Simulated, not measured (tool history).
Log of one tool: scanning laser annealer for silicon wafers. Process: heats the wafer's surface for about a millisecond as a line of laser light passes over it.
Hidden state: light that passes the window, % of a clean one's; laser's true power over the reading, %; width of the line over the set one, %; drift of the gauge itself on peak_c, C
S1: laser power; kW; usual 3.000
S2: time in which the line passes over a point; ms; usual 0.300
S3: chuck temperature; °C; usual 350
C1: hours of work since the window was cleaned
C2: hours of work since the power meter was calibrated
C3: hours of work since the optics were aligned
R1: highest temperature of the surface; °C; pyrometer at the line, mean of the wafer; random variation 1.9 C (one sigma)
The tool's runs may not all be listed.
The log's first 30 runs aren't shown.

| run | day | S1 | S2 | S3 | C1 | C2 | C3 | R1 |
|---|---|---|---|---|---|---|---|---|
| 31 | 11.646 | 2.989 | 0.270 | 350 | 221 | 244 | 209 | 1041 |
| 32 | 12.054 | 2.750 | 0.376 | 343 | 225 | 248 | 214 | 1083 |
| 33 | 12.392 | 3.088 | 0.373 | 364 | 229 | 252 | 218 | 1222 |
| 34 | 12.896 | 3.079 | 0.315 | 390 | 235 | 258 | 224 | 1167 |
| 35 | 13.233 | 2.621 | 0.300 | 340 | 239 | 262 | 228 | 953 |
| 36 | 13.712 | 2.621 | 0.300 | 340 | 244 | 267 | 233 | 950 |
| 37 | 14.112 | 3.004 | 0.278 | 318 | 249 | 272 | 238 | 1023 |
| 38 | 14.658 | 3.004 | 0.278 | 357 | 255 | 278 | 244 | 1060 |
| 39 | 15.146 | 2.681 | 0.218 | 350 | 261 | 284 | 249 | 883 |
| 40 | 15.379 | 2.681 | 0.218 | 313 | 263 | 286 | 252 | 845 |
| 41 | 15.617 | 3.174 | 0.242 | 320 | 266 | 289 | 255 | 1020 |

Forecast each of these 3 alternatives for the next run:
| A | 16.150 | 2.782 | 0.375 | 373 | 272 | 295 | 261 | ? |
| B | 16.150 | 3.113 | 0.334 | 315 | 272 | 295 | 261 | ? |
| C | 16.150 | 2.949 | 0.221 | 310 | 272 | 295 | 261 | ? |

| run | R1 |
|---|---|
| A | 1116 |
| B | 1129 |
| C | 918 |
Without the tool's hidden state the same runs would have given:
| run | R1 |
|---|---|
| A | 1143 |
| B | 1158 |
| C | 939 |
